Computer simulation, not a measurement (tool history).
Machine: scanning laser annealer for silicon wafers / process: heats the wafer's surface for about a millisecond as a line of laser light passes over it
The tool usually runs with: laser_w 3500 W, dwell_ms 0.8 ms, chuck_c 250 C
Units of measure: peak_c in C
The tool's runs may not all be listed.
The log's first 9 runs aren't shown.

| run | hour | laser_w | dwell_ms | chuck_c | hours of work since the window was cleaned | hours of work since the power meter was calibrated | hours of work since the optics were aligned | peak_c |
|---|---|---|---|---|---|---|---|---|
| 10 | 62.8 | 3500 | 0.8 | 255 | 411 | 213 | 298 | 994 |
| 11 | 67.1 | 3500 | 0.8 | 255 | 414 | 216 | 301 | 994 |
| 12 | 75.7 | 3500 | 0.8 | 255 | 419 | 221 | 306 | 997 |
| 13 | 83 | 3506 | 0.8 | 255 | 424 | 226 | 311 | 997 |
| 14 | 88.5 | 3506 | 0.8 | 255 | 427 | 230 | 315 | 996 |
| 15 | 96.7 | 3506 | 0.8 | 255 | 433 | 235 | 320 | 996 |
| 16 | 105.6 | 3506 | 0.8 | 255 | 438 | 241 | 326 | 994 |
| 17 | 113.3 | 3500 | 0.8 | 250 | 443 | 246 | 331 | 985 |
|  | 119 | optics aligned, line set to its width |
| 18 | 126.2 | 3500 | 0.8 | 250 | 448 | 251 | 5 | 983 |
| 19 | 136.1 | 3500 | 0.8 | 250 | 455 | 257 | 11 | 985 |
| 20 | 140.8 | 3500 | 0.8 | 250 | 458 | 260 | 14 | 981 |
|  | 150.5 | optics aligned, line set to its width, once more |
| 21 | 150.5 | 3363 | 0.614 | 267 | 461 | 263 | 0 | 877 |
| 22 | 158.5 | 3363 | 0.679 | 212 | 466 | 268 | 5 | 858 |
| 23 | 168.1 | 3500 | 0.584 | 259 | 472 | 275 | 11 | 882 |
| 24 | 172.4 | 3500 | 0.584 | 259 | 475 | 277 | 14 | 881 |
| 25 | 181.6 | 3547 | 0.584 | 266 | 481 | 283 | 20 | 896 |
| 26 | 186.1 | 3001 | 0.729 | 234 | 484 | 286 | 23 | 824 |
| 27 | 194 | 3001 | 0.729 | 234 | 489 | 291 | 28 | 823 |
| 28 | 199.8 | 3749 | 0.8 | 246 | 493 | 295 | 32 | 1048 |
| 29 | 205.5 | 3691 | 0.8 | 239 | 497 | 299 | 36 | 1028 |

For run 30, what comes out?
| 30 | 215 | 3817 | 0.564 | 250 | 503 | 305 | 42 | ? |

peak_c: 923 C
On a tool with no hidden condition, and with the same random variation, this run would have come out at peak_c 958 C.
